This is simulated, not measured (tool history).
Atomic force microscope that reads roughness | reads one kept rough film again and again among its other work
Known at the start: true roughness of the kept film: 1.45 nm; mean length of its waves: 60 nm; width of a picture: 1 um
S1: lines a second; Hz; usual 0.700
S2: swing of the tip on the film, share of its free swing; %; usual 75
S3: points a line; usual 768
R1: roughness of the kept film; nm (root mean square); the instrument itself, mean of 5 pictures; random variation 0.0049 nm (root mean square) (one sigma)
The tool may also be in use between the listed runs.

run   hour     S1  S2   S3     R1
  1    0.0  0.700  75  768  1.332
  2   26.1  0.700  75  768  1.334
  3   50.7  0.700  75  768  1.322
  4   94.9  0.700  75  768  1.315
  5  118.1  0.700  75  768  1.310
     132.5  -- new tip fitted
  6  137.5  0.700  61  768  1.377
  7  177.8  0.700  61  768  1.377
  8  196.9  0.700  61  768  1.372
  9  221.3  0.553  86  472  1.296
 10  256.1  0.553  86  472  1.290

Forecast each of these 5 alternatives for the next run:
  A  292.9  0.700  88   768   ?
  B  292.9  0.791  75   768   ?
  C  292.9  1.407  60  1000   ?
  D  292.9  2.569  75   313   ?
  E  292.9  0.700  75   629   ?

run     R1
  A  1.249
  B  1.302
  C  1.338
  D  1.151
  E  1.309
Without the tool's hidden state the same runs would have given:
run     R1
  A  1.287
  B  1.342
  C  1.378
  D  1.186
  E  1.348

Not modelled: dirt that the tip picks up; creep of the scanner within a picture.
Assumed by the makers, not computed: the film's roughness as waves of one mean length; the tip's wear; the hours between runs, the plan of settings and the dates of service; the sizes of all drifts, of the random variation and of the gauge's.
